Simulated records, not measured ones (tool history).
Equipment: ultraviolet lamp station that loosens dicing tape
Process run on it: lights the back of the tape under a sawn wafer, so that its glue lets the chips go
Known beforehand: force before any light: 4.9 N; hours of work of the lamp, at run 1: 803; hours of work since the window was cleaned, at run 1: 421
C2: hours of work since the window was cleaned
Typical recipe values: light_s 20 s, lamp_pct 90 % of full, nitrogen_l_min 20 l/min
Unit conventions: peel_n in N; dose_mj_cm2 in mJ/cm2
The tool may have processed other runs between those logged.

{"run": 1, "hour": 0.0, "light_s": 20, "lamp_pct": 90, "nitrogen_l_min": 20, "hours of work of the lamp": 803, "C2": 421, "peel_n": 0.338, "dose_mj_cm2": 662}
{"run": 2, "hour": 32.3, "light_s": 20, "lamp_pct": 90, "nitrogen_l_min": 20, "hours of work of the lamp": 821, "C2": 439, "peel_n": 0.34, "dose_mj_cm2": 665}
{"run": 3, "hour": 76.5, "light_s": 20, "lamp_pct": 90, "nitrogen_l_min": 20, "hours of work of the lamp": 844, "C2": 462, "peel_n": 0.333, "dose_mj_cm2": 658}
{"run": 4, "hour": 117.0, "light_s": 20, "lamp_pct": 90, "nitrogen_l_min": 20, "hours of work of the lamp": 866, "C2": 484, "peel_n": 0.339, "dose_mj_cm2": 660}
{"hour": 160.2, "done": "window cleaned of glue's vapour"}
{"run": 5, "hour": 165.1, "light_s": 20, "lamp_pct": 90, "nitrogen_l_min": 20, "hours of work of the lamp": 891, "C2": 3, "peel_n": 0.334, "dose_mj_cm2": 661}
{"run": 6, "hour": 198.4, "light_s": 20, "lamp_pct": 90, "nitrogen_l_min": 20, "hours of work of the lamp": 909, "C2": 20, "peel_n": 0.338, "dose_mj_cm2": 663}
{"run": 7, "hour": 221.3, "light_s": 20, "lamp_pct": 65, "nitrogen_l_min": 20, "hours of work of the lamp": 921, "C2": 33, "peel_n": 0.589, "dose_mj_cm2": 479}
{"run": 8, "hour": 258.7, "light_s": 20, "lamp_pct": 61, "nitrogen_l_min": 20, "hours of work of the lamp": 941, "C2": 53, "peel_n": 0.646, "dose_mj_cm2": 455}
{"run": 9, "hour": 294.9, "light_s": 20, "lamp_pct": 61, "nitrogen_l_min": 20, "hours of work of the lamp": 960, "C2": 72, "peel_n": 0.655, "dose_mj_cm2": 450}
{"run": 10, "hour": 342.3, "light_s": 20, "lamp_pct": 90, "nitrogen_l_min": 22, "hours of work of the lamp": 986, "C2": 97, "peel_n": 0.324, "dose_mj_cm2": 675}
{"run": 11, "hour": 378.4, "light_s": 20, "lamp_pct": 90, "nitrogen_l_min": 22, "hours of work of the lamp": 1005, "C2": 116, "peel_n": 0.321, "dose_mj_cm2": 671}
{"run": 12, "hour": 410.5, "light_s": 20, "lamp_pct": 90, "nitrogen_l_min": 22, "hours of work of the lamp": 1022, "C2": 133, "peel_n": 0.346, "dose_mj_cm2": 663}
{"run": 13, "hour": 452.9, "light_s": 20, "lamp_pct": 90, "nitrogen_l_min": 22, "hours of work of the lamp": 1045, "C2": 156, "peel_n": 0.321, "dose_mj_cm2": 677}
{"run": 14, "hour": 487.4, "light_s": 20, "lamp_pct": 90, "nitrogen_l_min": 20, "hours of work of the lamp": 1063, "C2": 174, "peel_n": 0.342, "dose_mj_cm2": 667}
{"run": 15, "hour": 515.7, "light_s": 20, "lamp_pct": 90, "nitrogen_l_min": 20, "hours of work of the lamp": 1078, "C2": 189, "peel_n": 0.339, "dose_mj_cm2": 665}
{"run": 16, "hour": 547.8, "light_s": 20, "lamp_pct": 65, "nitrogen_l_min": 20, "hours of work of the lamp": 1095, "C2": 207, "peel_n": 0.585, "dose_mj_cm2": 476}
{"run": 17, "hour": 582.6, "light_s": 20, "lamp_pct": 65, "nitrogen_l_min": 20, "hours of work of the lamp": 1114, "C2": 225, "peel_n": 0.602, "dose_mj_cm2": 492}
{"run": 18, "hour": 606.5, "light_s": 20, "lamp_pct": 65, "nitrogen_l_min": 20, "hours of work of the lamp": 1126, "C2": 238, "peel_n": 0.591, "dose_mj_cm2": 489}
{"run": 19, "hour": 631.7, "light_s": 20, "lamp_pct": 65, "nitrogen_l_min": 20, "hours of work of the lamp": 1140, "C2": 251, "peel_n": 0.574, "dose_mj_cm2": 489}
{"run": 20, "hour": 662.6, "light_s": 20, "lamp_pct": 90, "nitrogen_l_min": 20, "hours of work of the lamp": 1156, "C2": 268, "peel_n": 0.344, "dose_mj_cm2": 676}
{"run": 21, "hour": 704.3, "light_s": 20, "lamp_pct": 90, "nitrogen_l_min": 20, "hours of work of the lamp": 1179, "C2": 290, "peel_n": 0.34, "dose_mj_cm2": 674}
{"run": 22, "hour": 739.2, "light_s": 20, "lamp_pct": 90, "nitrogen_l_min": 20, "hours of work of the lamp": 1197, "C2": 309, "peel_n": 0.331, "dose_mj_cm2": 673}
{"run": 23, "hour": 781.5, "light_s": 20, "lamp_pct": 90, "nitrogen_l_min": 20, "hours of work of the lamp": 1220, "C2": 331, "peel_n": 0.353, "dose_mj_cm2": 674}
{"run": 24, "hour": 827.6, "light_s": 20, "lamp_pct": 90, "nitrogen_l_min": 20, "hours of work of the lamp": 1244, "C2": 356, "peel_n": 0.341, "dose_mj_cm2": 678}
{"run": 25, "hour": 873.1, "light_s": 20, "lamp_pct": 90, "nitrogen_l_min": 20, "hours of work of the lamp": 1268, "C2": 380, "peel_n": 0.338, "dose_mj_cm2": 681}
{"run": 26, "hour": 916.8, "light_s": 16, "lamp_pct": 90, "nitrogen_l_min": 6, "hours of work of the lamp": 1292, "C2": 403, "peel_n": 0.831, "dose_mj_cm2": 538}
{"hour": 957.0, "done": "gauge calibrated"}
{"run": 27, "hour": 959.6, "light_s": 11, "lamp_pct": 90, "nitrogen_l_min": 8, "hours of work of the lamp": 1315, "C2": 426, "peel_n": 1.252, "dose_mj_cm2": 363}
{"run": 28, "hour": 981.4, "light_s": 11, "lamp_pct": 90, "nitrogen_l_min": 8, "hours of work of the lamp": 1326, "C2": 438, "peel_n": 1.259, "dose_mj_cm2": 368}
{"run": 29, "hour": 1015.0, "light_s": 32, "lamp_pct": 63, "nitrogen_l_min": 7, "hours of work of the lamp": 1344, "C2": 456, "peel_n": 0.425, "dose_mj_cm2": 745}
{"run": 30, "hour": 1059.0, "light_s": 32, "lamp_pct": 63, "nitrogen_l_min": 7, "hours of work of the lamp": 1368, "C2": 479, "peel_n": 0.427, "dose_mj_cm2": 739}
{"run": 31, "hour": 1083.8, "light_s": 32, "lamp_pct": 63, "nitrogen_l_min": 7, "hours of work of the lamp": 1381, "C2": 492, "peel_n": 0.434, "dose_mj_cm2": 743}
{"run": 32, "hour": 1110.1, "light_s": 20, "lamp_pct": 85, "nitrogen_l_min": 9, "hours of work of the lamp": 1395, "C2": 506, "peel_n": 0.524, "dose_mj_cm2": 624}
{"hour": 1114.4, "done": "window cleaned of glue's vapour"}
{"run": 33, "hour": 1132.5, "light_s": 20, "lamp_pct": 85, "nitrogen_l_min": 9, "hours of work of the lamp": 1406, "C2": 10, "peel_n": 0.522, "dose_mj_cm2": 633}
{"run": 34, "hour": 1182.1, "light_s": 20, "lamp_pct": 93, "nitrogen_l_min": 9, "hours of work of the lamp": 1433, "C2": 36, "peel_n": 0.452, "dose_mj_cm2": 687}
{"run": 35, "hour": 1220.1, "light_s": 38, "lamp_pct": 68, "nitrogen_l_min": 13, "hours of work of the lamp": 1453, "C2": 56, "peel_n": 0.236, "dose_mj_cm2": 946}
{"run": 36, "hour": 1259.6, "light_s": 20, "lamp_pct": 81, "nitrogen_l_min": 29, "hours of work of the lamp": 1474, "C2": 77, "peel_n": 0.364, "dose_mj_cm2": 597}
{"run": 37, "hour": 1300.3, "light_s": 20, "lamp_pct": 81, "nitrogen_l_min": 29, "hours of work of the lamp": 1496, "C2": 99, "peel_n": 0.361, "dose_mj_cm2": 597}
{"run": 38, "hour": 1340.3, "light_s": 20, "lamp_pct": 62, "nitrogen_l_min": 29, "hours of work of the lamp": 1517, "C2": 120, "peel_n": 0.556, "dose_mj_cm2": 456}
{"run": 39, "hour": 1370.8, "light_s": 20, "lamp_pct": 62, "nitrogen_l_min": 8, "hours of work of the lamp": 1533, "C2": 137, "peel_n": 0.934, "dose_mj_cm2": 455}
{"run": 40, "hour": 1411.7, "light_s": 18, "lamp_pct": 91, "nitrogen_l_min": 7, "hours of work of the lamp": 1555, "C2": 158, "peel_n": 0.622, "dose_mj_cm2": 607}
{"run": 41, "hour": 1453.7, "light_s": 18, "lamp_pct": 91, "nitrogen_l_min": 7, "hours of work of the lamp": 1578, "C2": 181, "peel_n": 0.626, "dose_mj_cm2": 610}

5 options for the next run, each taken on its own from the tool as it stands now. Forecast them:
{"run": "A", "hour": 1478.0, "light_s": 13, "lamp_pct": 91, "nitrogen_l_min": 7, "hours of work of the lamp": 1591, "C2": 194, "peel_n": "?", "dose_mj_cm2": "?"}
{"run": "B", "hour": 1478.0, "light_s": 18, "lamp_pct": 91, "nitrogen_l_min": 11, "hours of work of the lamp": 1591, "C2": 194, "peel_n": "?", "dose_mj_cm2": "?"}
{"run": "C", "hour": 1478.0, "light_s": 34, "lamp_pct": 83, "nitrogen_l_min": 12, "hours of work of the lamp": 1591, "C2": 194, "peel_n": "?", "dose_mj_cm2": "?"}
{"run": "D", "hour": 1478.0, "light_s": 38, "lamp_pct": 91, "nitrogen_l_min": 7, "hours of work of the lamp": 1591, "C2": 194, "peel_n": "?", "dose_mj_cm2": "?"}
{"run": "E", "hour": 1478.0, "light_s": 13, "lamp_pct": 91, "nitrogen_l_min": 31, "hours of work of the lamp": 1591, "C2": 194, "peel_n": "?", "dose_mj_cm2": "?"}

run=A peel_n=1.020 dose_mj_cm2=435
run=B peel_n=0.505 dose_mj_cm2=610
run=C peel_n=0.222 dose_mj_cm2=1046
run=D peel_n=0.221 dose_mj_cm2=1280
run=E peel_n=0.613 dose_mj_cm2=439
With no hidden state in the tool, these same runs would have given:
run=A peel_n=1.014 dose_mj_cm2=430
run=B peel_n=0.501 dose_mj_cm2=603
run=C peel_n=0.221 dose_mj_cm2=1034
run=D peel_n=0.221 dose_mj_cm2=1265
run=E peel_n=0.608 dose_mj_cm2=433
